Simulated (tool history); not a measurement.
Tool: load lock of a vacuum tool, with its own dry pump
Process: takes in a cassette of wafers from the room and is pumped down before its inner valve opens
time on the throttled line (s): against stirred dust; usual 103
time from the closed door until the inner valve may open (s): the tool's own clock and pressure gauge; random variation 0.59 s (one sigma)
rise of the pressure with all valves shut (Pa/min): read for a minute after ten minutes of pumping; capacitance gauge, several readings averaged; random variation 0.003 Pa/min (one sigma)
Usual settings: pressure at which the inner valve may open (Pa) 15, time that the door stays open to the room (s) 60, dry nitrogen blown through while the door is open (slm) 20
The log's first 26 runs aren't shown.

run    hour  time on the throttled line (s)  pressure at which the inner valve may open (Pa)  time that the door stays open to the room (s)  dry nitrogen blown through while the door is open (slm)  incoming humidity of the room's air, %  time from the closed door until the inner valve may open (s)  rise of the pressure with all valves shut (Pa/min)
 27  4728.6                              81                                               15                                            207                                                       21                                    44.2                                                         144.0                                               0.264
 28  4909.8                             103                                               25                                             58                                                       20                                    44.7                                                         158.2                                               0.245
 29  5105.7                             103                                               25                                             58                                                       20                                    46.4                                                         158.0                                               0.259
 30  5272.5                             103                                               25                                             58                                                       20                                    44.5                                                         157.9                                               0.260
 31  5441.8                             103                                               25                                             58                                                       20                                    46.8                                                         157.0                                               0.263
 32  5665.1                             103                                               19                                             58                                                       34                                    45.9                                                         160.3                                               0.272
 33  5886.4                             103                                               19                                             58                                                       34                                    45.0                                                         160.8                                               0.269
 34  6124.4                             103                                               19                                             58                                                       34                                    42.7                                                         161.3                                               0.288
 35  6294.8                             103                                               12                                             60                                                       31                                    46.4                                                         165.5                                               0.298
 36  6484.6                             114                                               15                                            180                                                        5                                    46.8                                                         172.0                                               0.386

5 ways to go on from here, each from the tool as it stands after run 36. What would each give?
  A  6632.2                              83                                               15                                             60                                                       20                                    44.9                                                             ?                                                   ?
  B  6632.2                              67                                               15                                             56                                                       23                                    42.7                                                             ?                                                   ?
  C  6632.2                              64                                               20                                            198                                                       20                                    44.3                                                             ?                                                   ?
  D  6632.2                             114                                               15                                            135                                                        5                                    44.8                                                             ?                                                   ?
  E  6632.2                             114                                               12                                            109                                                       11                                    45.0                                                             ?                                                   ?

run  time from the closed door until the inner valve may open (s)  rise of the pressure with all valves shut (Pa/min)
  A                                                         145.6                                               0.329
  B                                                         134.1                                               0.315
  C                                                         129.0                                               0.356
  D                                                         172.0                                               0.372
  E                                                         172.6                                               0.351
Without the tool's hidden state the same runs would have given:
run  time from the closed door until the inner valve may open (s)  rise of the pressure with all valves shut (Pa/min)
  A                                                         140.2                                               0.041
  B                                                         128.1                                               0.031
  C                                                         123.4                                               0.072
  D                                                         167.0                                               0.086
  E                                                         167.5                                               0.065
